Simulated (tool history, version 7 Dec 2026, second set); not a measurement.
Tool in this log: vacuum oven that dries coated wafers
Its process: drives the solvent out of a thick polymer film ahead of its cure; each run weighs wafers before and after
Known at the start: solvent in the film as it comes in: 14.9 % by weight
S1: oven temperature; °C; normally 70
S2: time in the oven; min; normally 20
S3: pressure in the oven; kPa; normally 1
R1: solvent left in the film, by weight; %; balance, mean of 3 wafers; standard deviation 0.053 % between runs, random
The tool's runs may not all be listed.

Run 1, hour 0: usual settings. Result: R1 1.88 %.
Run 2, hour 46.9: usual settings. Result: R1 1.65 %.
Run 3, hour 74.6: usual settings but S1 69 °C. Result: R1 1.95 %.
Run 4, hour 114.9: usual settings but S1 69 °C. Result: R1 1.93 %.
Run 5, hour 146.8: usual settings. Result: R1 1.79 %.
Run 6, hour 206.3: usual settings but S1 61 °C. Result: R1 4.01 %.
Run 7, hour 260.4: usual settings but S1 55 °C. Result: R1 5.78 %.
Run 8, hour 298.8: usual settings but S1 55 °C. Result: R1 5.69 %.
Run 9, hour 339.5: usual settings but S1 55 °C. Result: R1 5.81 %.
Run 10, hour 398.2: usual settings but S1 55 °C. Result: R1 5.73 %.
Run 11, hour 449.7: usual settings but S1 55 °C. Result: R1 5.8 %.
Run 12, hour 506.7: usual settings but S1 55 °C. Result: R1 5.77 %.
Run 13, hour 552: usual settings but S1 55 °C. Result: R1 5.74 %.
Run 14, hour 597.5: usual settings. Result: R1 1.93 %.
Run 15, hour 654.2: usual settings but S2 16 min. Result: R1 2.38 %.
Run 16, hour 707.4: usual settings. Result: R1 1.83 %.
Run 17, hour 756.7: usual settings but S1 60 °C. Result: R1 4.18 %.
Run 18, hour 784.7: usual settings. Result: R1 1.82 %.
Run 19, hour 843.9: usual settings. Result: R1 1.87 %.
Run 20, hour 898.3: usual settings. Result: R1 1.78 %.
Run 21, hour 947.9: usual settings. Result: R1 1.9 %.
Run 22, hour 993.7: usual settings. Result: R1 1.81 %.
Run 23, hour 1048.8: usual settings but S2 25 min, S3 1.05 kPa. Result: R1 1.46 %.
Run 24, hour 1073.7: usual settings but S2 25 min, S3 1.05 kPa. Result: R1 1.43 %.
Run 25, hour 1124.6: usual settings but S2 25 min, S3 1.05 kPa. Result: R1 1.39 %.
Run 26, hour 1165.2: usual settings but S2 25 min, S3 1.05 kPa. Result: R1 1.44 %.
Run 27, hour 1209.2: usual settings but S2 16 min, S3 0.78 kPa. Result: R1 2.24 %.
Run 28, hour 1245.9: usual settings but S2 36 min, S3 1.57 kPa. Result: R1 1.52 %.
Run 29, hour 1279.3: usual settings but S1 67 °C, S2 13 min, S3 3.1 kPa. Result: R1 5.58 %.
At hour 1296.5: oven's thermocouples calibrated.
Run 30, hour 1312.1: usual settings but S1 65 °C, S3 2.87 kPa. Result: R1 4.65 %.
Run 31, hour 1367.9: usual settings but S1 64 °C, S2 18 min, S3 3.97 kPa. Result: R1 6.35 %.
Run 32, hour 1410: usual settings but S1 62 °C, S2 22 min, S3 3.77 kPa. Result: R1 6.26 %.
Run 33, hour 1456.9: usual settings but S1 62 °C, S2 22 min, S3 3.77 kPa. Result: R1 6.34 %.
Run 34, hour 1517.3: usual settings but S1 84 °C, S2 11 min, S3 2.38 kPa. Result: R1 1.72 %.
Run 35, hour 1542.7: usual settings but S1 79 °C, S2 15 min, S3 0.86 kPa. Result: R1 1.06 %.
Run 36, hour 1600: usual settings but S1 64 °C, S2 16 min, S3 0.86 kPa. Result: R1 3.64 %.
Run 37, hour 1644.4: usual settings but S1 64 °C, S2 16 min, S3 0.86 kPa. Result: R1 3.76 %.
Run 38, hour 1701.8: usual settings but S1 64 °C, S2 21 min, S3 0.86 kPa. Result: R1 2.81 %.
Run 39, hour 1728: usual settings but S1 78 °C, S2 21 min, S3 1.44 kPa. Result: R1 1.04 %.
Run 40, hour 1789.1: usual settings but S1 78 °C, S2 21 min, S3 1.44 kPa. Result: R1 1.06 %.
Run 41, hour 1833.4: usual settings but S1 78 °C, S2 21 min, S3 1.44 kPa. Result: R1 1.16 %.
Run 42, hour 1859.1: usual settings but S1 78 °C, S2 12 min, S3 1.44 kPa. Result: R1 1.95 %.

For run 43, what comes out?
Run 43, hour 1884.5: usual settings but S1 79 °C, S2 12 min, S3 0.75 kPa. Result: R1 ?.

R1: 1.27 %
Were there no unlogged condition in the tool, this run, its random variation unchanged, would have produced R1 1.26 %.
